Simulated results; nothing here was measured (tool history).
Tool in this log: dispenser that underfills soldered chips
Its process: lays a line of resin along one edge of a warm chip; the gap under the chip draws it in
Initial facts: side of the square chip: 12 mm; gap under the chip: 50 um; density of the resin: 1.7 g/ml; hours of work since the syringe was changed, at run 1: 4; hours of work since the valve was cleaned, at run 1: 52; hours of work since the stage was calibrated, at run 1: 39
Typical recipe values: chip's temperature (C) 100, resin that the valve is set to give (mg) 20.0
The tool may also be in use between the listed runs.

| run | day | chip's temperature (C) | resin that the valve is set to give (mg) | hours of work since the syringe was changed | hours of work since the valve was cleaned | hours of work since the stage was calibrated | time until the resin shows at the far edge (s) | resin that the valve gave (mg) |
|---|---|---|---|---|---|---|---|---|
| 1 | 0.000 | 100 | 20.0 | 4 | 52 | 39 | 182.5 | 19.33 |
|  | 0.154 | new syringe of resin |
| 2 | 0.254 | 100 | 20.0 | 2 | 56 | 43 | 157.0 | 19.23 |
|  | 0.517 | dispensing valve cleaned and set on the balance |
| 3 | 0.517 | 100 | 20.0 | 5 | 0 | 46 | 195.6 | 20.01 |
|  | 0.600 | new syringe of resin |
| 4 | 0.883 | 100 | 20.0 | 5 | 6 | 52 | 191.1 | 19.98 |
|  | 1.000 | new syringe of resin |
| 5 | 1.329 | 100 | 20.0 | 5 | 13 | 59 | 199.9 | 19.86 |
|  | 1.379 | new syringe of resin |
|  | 1.758 | new syringe of resin |
| 6 | 1.758 | 100 | 20.0 | 0 | 19 | 66 | 147.7 | 19.76 |
| 7 | 1.962 | 100 | 20.0 | 3 | 23 | 69 | 179.1 | 19.65 |
|  | 2.138 | new syringe of resin |
| 8 | 2.417 | 100 | 20.0 | 5 | 30 | 76 | 192.9 | 19.66 |
|  | 2.517 | new syringe of resin |
| 9 | 2.742 | 100 | 20.0 | 4 | 35 | 81 | 181.5 | 19.61 |
|  | 2.912 | new syringe of resin |
| 10 | 2.967 | 100 | 20.0 | 1 | 38 | 84 | 152.0 | 19.59 |
| 11 | 3.196 | 100 | 17.5 | 5 | 42 | 88 | 196.3 | 17.02 |
|  | 3.321 | new syringe of resin |
| 12 | 3.433 | 100 | 17.5 | 2 | 46 | 92 | 164.0 | 17.05 |
|  | 3.704 | new syringe of resin |
| 13 | 3.821 | 100 | 17.5 | 2 | 52 | 98 | 165.6 | 16.92 |
| 14 | 4.008 | 100 | 20.0 | 5 | 55 | 101 | 196.0 | 19.37 |
|  | 4.100 | new syringe of resin |
|  | 4.333 | dispensing valve cleaned and set on the balance |
| 15 | 4.404 | 100 | 20.0 | 4 | 1 | 106 | 184.1 | 19.91 |
|  | 4.546 | new syringe of resin |
| 16 | 4.758 | 100 | 20.0 | 3 | 7 | 112 | 173.7 | 19.87 |
|  | 4.921 | new syringe of resin |
| 17 | 4.996 | 100 | 20.0 | 1 | 10 | 116 | 156.3 | 19.83 |
|  | 5.300 | new syringe of resin |
| 18 | 5.342 | 108 | 18.6 | 1 | 16 | 121 | 116.7 | 18.40 |
|  | 5.688 | new syringe of resin |
| 19 | 5.762 | 98 | 23.3 | 1 | 22 | 128 | 164.4 | 22.98 |
|  | 6.062 | new syringe of resin |
| 20 | 6.062 | 100 | 25.5 | 0 | 27 | 132 | 141.5 | 25.03 |
|  | 6.438 | new syringe of resin |
| 21 | 6.458 | 93 | 25.8 | 0 | 33 | 138 | 180.9 | 25.18 |
| 22 | 6.746 | 93 | 25.8 | 5 | 38 | 143 | 239.5 | 25.17 |
|  | 6.817 | new syringe of resin |
| 23 | 6.979 | 93 | 25.8 | 3 | 41 | 147 | 208.6 | 25.07 |
|  | 7.204 | new syringe of resin |
| 24 | 7.321 | 105 | 19.9 | 2 | 47 | 152 | 137.5 | 19.34 |
| 25 | 7.521 | 105 | 19.9 | 5 | 50 | 155 | 165.9 | 19.19 |
|  | 7.604 | new syringe of resin |
| 26 | 7.888 | 100 | 22.1 | 5 | 56 | 161 | 189.8 | 21.25 |
|  | 7.979 | new syringe of resin |
|  | 8.158 | dispensing valve cleaned and set on the balance |
| 27 | 8.333 | 100 | 22.1 | 5 | 3 | 167 | 196.4 | 22.00 |
|  | 8.408 | new syringe of resin |
| 28 | 8.646 | 107 | 19.8 | 4 | 8 | 172 | 143.0 | 19.71 |
|  | 8.800 | new syringe of resin |
| 29 | 8.962 | 111 | 20.7 | 3 | 13 | 177 | 121.9 | 20.55 |
|  | 9.200 | new syringe of resin |
| 30 | 9.412 | 106 | 20.0 | 3 | 20 | 184 | 147.9 | 19.78 |
|  | 9.575 | new syringe of resin |
| 31 | 9.671 | 106 | 20.0 | 2 | 24 | 188 | 131.6 | 19.70 |
|  | 9.967 | new syringe of resin |
| 32 | 10.121 | 114 | 20.5 | 2 | 31 | 195 | 107.5 | 20.15 |
|  | 10.350 | new syringe of resin |
| 33 | 10.379 | 113 | 25.5 | 0 | 35 | 199 | 96.9 | 24.92 |
|  | 10.729 | new syringe of resin |
| 34 | 10.858 | 113 | 25.5 | 2 | 42 | 207 | 104.7 | 24.88 |

Entry by entry between the runs, the difference in hidden state between the last listed run before and the first listed run after:
In the gap between runs 1 and 2: new syringe of resin (day 0.154)
  resin's viscosity, % of fresh resin's: 128 -> 108.5; dose that the valve gives, % of what is set: 96.44 -> 96.17; true chip temperature over the reading, C: 0.26 -> 0.28
  measured minus no-state result, time until the resin shows at the far edge (s): +39.5 -> +11.7; resin that the valve gave (mg): -0.71 -> -0.76
In the gap between runs 2 and 3: dispensing valve cleaned and set on the balance (day 0.517)
  resin's viscosity, % of fresh resin's: 108.5 -> 135; dose that the valve gives, % of what is set: 96.17 -> 100.04; true chip temperature over the reading, C: 0.28 -> 0.3
  measured minus no-state result, time until the resin shows at the far edge (s): +11.7 -> +49.4; resin that the valve gave (mg): -0.76 -> +0.01
In the gap between runs 3 and 4: new syringe of resin (day 0.600)
  resin's viscosity, % of fresh resin's: 135 -> 130.8; dose that the valve gives, % of what is set: 100.04 -> 99.73; true chip temperature over the reading, C: 0.3 -> 0.32
  measured minus no-state result, time until the resin shows at the far edge (s): +49.4 -> +43.6; resin that the valve gave (mg): +0.01 -> -0.05
In the gap between runs 4 and 5: new syringe of resin (day 1.000)
  resin's viscosity, % of fresh resin's: 130.8 -> 140.1; dose that the valve gives, % of what is set: 99.73 -> 99.28; true chip temperature over the reading, C: 0.32 -> 0.36
  measured minus no-state result, time until the resin shows at the far edge (s): +43.6 -> +55.8; resin that the valve gave (mg): -0.05 -> -0.15
In the gap between runs 5 and 6: new syringe of resin (day 1.379); new syringe of resin (day 1.758)
  resin's viscosity, % of fresh resin's: 140.1 -> 99.1; dose that the valve gives, % of what is set: 99.28 -> 98.85; true chip temperature over the reading, C: 0.36 -> 0.39
  measured minus no-state result, time until the resin shows at the far edge (s): +55.8 -> -3.0; resin that the valve gave (mg): -0.15 -> -0.23
In the gap between runs 7 and 8: new syringe of resin (day 2.138)
  resin's viscosity, % of fresh resin's: 121.5 -> 133.7; dose that the valve gives, % of what is set: 98.65 -> 98.23; true chip temperature over the reading, C: 0.41 -> 0.44
  measured minus no-state result, time until the resin shows at the far edge (s): +30.0 -> +46.9; resin that the valve gave (mg): -0.27 -> -0.36
In the gap between runs 8 and 9: new syringe of resin (day 2.517)
  resin's viscosity, % of fresh resin's: 133.7 -> 125.4; dose that the valve gives, % of what is set: 98.23 -> 97.9; true chip temperature over the reading, C: 0.44 -> 0.46
  measured minus no-state result, time until the resin shows at the far edge (s): +46.9 -> +35.1; resin that the valve gave (mg): -0.36 -> -0.42
In the gap between runs 9 and 10: new syringe of resin (day 2.912)
  resin's viscosity, % of fresh resin's: 125.4 -> 106.1; dose that the valve gives, % of what is set: 97.9 -> 97.67; true chip temperature over the reading, C: 0.46 -> 0.48
  measured minus no-state result, time until the resin shows at the far edge (s): +35.1 -> +7.0; resin that the valve gave (mg): -0.42 -> -0.47
In the gap between runs 11 and 12: new syringe of resin (day 3.321)
  resin's viscosity, % of fresh resin's: 133.6 -> 110.9; dose that the valve gives, % of what is set: 97.43 -> 97.22; true chip temperature over the reading, C: 0.5 -> 0.52
  measured minus no-state result, time until the resin shows at the far edge (s): +47.9 -> +14.5; resin that the valve gave (mg): -0.44 -> -0.49
In the gap between runs 12 and 13: new syringe of resin (day 3.704)
  resin's viscosity, % of fresh resin's: 110.9 -> 111.6; dose that the valve gives, % of what is set: 97.22 -> 96.86; true chip temperature over the reading, C: 0.52 -> 0.55
  measured minus no-state result, time until the resin shows at the far edge (s): +14.5 -> +15.5; resin that the valve gave (mg): -0.49 -> -0.55
In the gap between runs 14 and 15: new syringe of resin (day 4.100); dispensing valve cleaned and set on the balance (day 4.333)
  resin's viscosity, % of fresh resin's: 134.2 -> 128.8; dose that the valve gives, % of what is set: 96.68 -> 99.78; true chip temperature over the reading, C: 0.56 -> 0.59
  measured minus no-state result, time until the resin shows at the far edge (s): +48.0 -> +38.6; resin that the valve gave (mg): -0.66 -> -0.05
In the gap between runs 15 and 16: new syringe of resin (day 4.546)
  resin's viscosity, % of fresh resin's: 128.8 -> 123.4; dose that the valve gives, % of what is set: 99.78 -> 99.44; true chip temperature over the reading, C: 0.59 -> 0.62
  measured minus no-state result, time until the resin shows at the far edge (s): +38.6 -> +30.2; resin that the valve gave (mg): -0.05 -> -0.11
In the gap between runs 16 and 17: new syringe of resin (day 4.921)
  resin's viscosity, % of fresh resin's: 123.4 -> 109.3; dose that the valve gives, % of what is set: 99.44 -> 99.19; true chip temperature over the reading, C: 0.62 -> 0.64
  measured minus no-state result, time until the resin shows at the far edge (s): +30.2 -> +10.4; resin that the valve gave (mg): -0.11 -> -0.17
In the gap between runs 17 and 18: new syringe of resin (day 5.300)
  resin's viscosity, % of fresh resin's: 109.3 -> 103.5; dose that the valve gives, % of what is set: 99.19 -> 98.86; true chip temperature over the reading, C: 0.64 -> 0.66
  measured minus no-state result, time until the resin shows at the far edge (s): +10.4 -> +1.9; resin that the valve gave (mg): -0.17 -> -0.21
In the gap between runs 18 and 19: new syringe of resin (day 5.688)
  resin's viscosity, % of fresh resin's: 103.5 -> 109.7; dose that the valve gives, % of what is set: 98.86 -> 98.43; true chip temperature over the reading, C: 0.66 -> 0.69
  measured minus no-state result, time until the resin shows at the far edge (s): +1.9 -> +11.3; resin that the valve gave (mg): -0.21 -> -0.37
In the gap between runs 19 and 20: new syringe of resin (day 6.062)
  resin's viscosity, % of fresh resin's: 109.7 -> 100.2; dose that the valve gives, % of what is set: 98.43 -> 98.12; true chip temperature over the reading, C: 0.69 -> 0.72
  measured minus no-state result, time until the resin shows at the far edge (s): +11.3 -> -2.8; resin that the valve gave (mg): -0.37 -> -0.48
In the gap between runs 20 and 21: new syringe of resin (day 6.438)
  resin's viscosity, % of fresh resin's: 100.2 -> 102.4; dose that the valve gives, % of what is set: 98.12 -> 97.74; true chip temperature over the reading, C: 0.72 -> 0.75
  measured minus no-state result, time until the resin shows at the far edge (s): -2.8 -> +0.0; resin that the valve gave (mg): -0.48 -> -0.58
In the gap between runs 22 and 23: new syringe of resin (day 6.817)
  resin's viscosity, % of fresh resin's: 136.7 -> 118.1; dose that the valve gives, % of what is set: 97.45 -> 97.23; true chip temperature over the reading, C: 0.77 -> 0.78
  measured minus no-state result, time until the resin shows at the far edge (s): +60.0 -> +27.5; resin that the valve gave (mg): -0.66 -> -0.72
In the gap between runs 23 and 24: new syringe of resin (day 7.204)
  resin's viscosity, % of fresh resin's: 118.1 -> 112.6; dose that the valve gives, % of what is set: 97.23 -> 96.87; true chip temperature over the reading, C: 0.78 -> 0.81
  measured minus no-state result, time until the resin shows at the far edge (s): +27.5 -> +12.8; resin that the valve gave (mg): -0.72 -> -0.63
In the gap between runs 25 and 26: new syringe of resin (day 7.604)
  resin's viscosity, % of fresh resin's: 137 -> 134.3; dose that the valve gives, % of what is set: 96.69 -> 96.33; true chip temperature over the reading, C: 0.83 -> 0.86
  measured minus no-state result, time until the resin shows at the far edge (s): +42.3 -> +44.9; resin that the valve gave (mg): -0.66 -> -0.81
In the gap between runs 26 and 27: new syringe of resin (day 7.979); dispensing valve cleaned and set on the balance (day 8.158)
  resin's viscosity, % of fresh resin's: 134.3 -> 137.8; dose that the valve gives, % of what is set: 96.33 -> 99.94; true chip temperature over the reading, C: 0.86 -> 0.89
  measured minus no-state result, time until the resin shows at the far edge (s): +44.9 -> +50.0; resin that the valve gave (mg): -0.81 -> -0.01
In the gap between runs 27 and 28: new syringe of resin (day 8.408)
  resin's viscosity, % of fresh resin's: 137.8 -> 125.6; dose that the valve gives, % of what is set: 99.94 -> 99.66; true chip temperature over the reading, C: 0.89 -> 0.91
  measured minus no-state result, time until the resin shows at the far edge (s): +50.0 -> +26.0; resin that the valve gave (mg): -0.01 -> -0.07
In the gap between runs 28 and 29: new syringe of resin (day 8.800)
  resin's viscosity, % of fresh resin's: 125.6 -> 118.3; dose that the valve gives, % of what is set: 99.66 -> 99.36; true chip temperature over the reading, C: 0.91 -> 0.94
  measured minus no-state result, time until the resin shows at the far edge (s): +26.0 -> +16.0; resin that the valve gave (mg): -0.07 -> -0.13
In the gap between runs 29 and 30: new syringe of resin (day 9.200)
  resin's viscosity, % of fresh resin's: 118.3 -> 123.4; dose that the valve gives, % of what is set: 99.36 -> 98.91; true chip temperature over the reading, C: 0.94 -> 0.97
  measured minus no-state result, time until the resin shows at the far edge (s): +16.0 -> +24.6; resin that the valve gave (mg): -0.13 -> -0.22
In the gap between runs 30 and 31: new syringe of resin (day 9.575)
  resin's viscosity, % of fresh resin's: 123.4 -> 111; dose that the valve gives, % of what is set: 98.91 -> 98.63; true chip temperature over the reading, C: 0.97 -> 0.99
  measured minus no-state result, time until the resin shows at the far edge (s): +24.6 -> +9.6; resin that the valve gave (mg): -0.22 -> -0.28
In the gap between runs 31 and 32: new syringe of resin (day 9.967)
  resin's viscosity, % of fresh resin's: 111 -> 116.4; dose that the valve gives, % of what is set: 98.63 -> 98.19; true chip temperature over the reading, C: 0.99 -> 1.02
  measured minus no-state result, time until the resin shows at the far edge (s): +9.6 -> +12.5; resin that the valve gave (mg): -0.28 -> -0.37
In the gap between runs 32 and 33: new syringe of resin (day 10.350)
  resin's viscosity, % of fresh resin's: 116.4 -> 104; dose that the valve gives, % of what is set: 98.19 -> 97.95; true chip temperature over the reading, C: 1.02 -> 1.04
  measured minus no-state result, time until the resin shows at the far edge (s): +12.5 -> +0.9; resin that the valve gave (mg): -0.37 -> -0.52
In the gap between runs 33 and 34: new syringe of resin (day 10.729)
  resin's viscosity, % of fresh resin's: 104 -> 112.4; dose that the valve gives, % of what is set: 97.95 -> 97.47; true chip temperature over the reading, C: 1.04 -> 1.08
  measured minus no-state result, time until the resin shows at the far edge (s): +0.9 -> +8.6; resin that the valve gave (mg): -0.52 -> -0.65
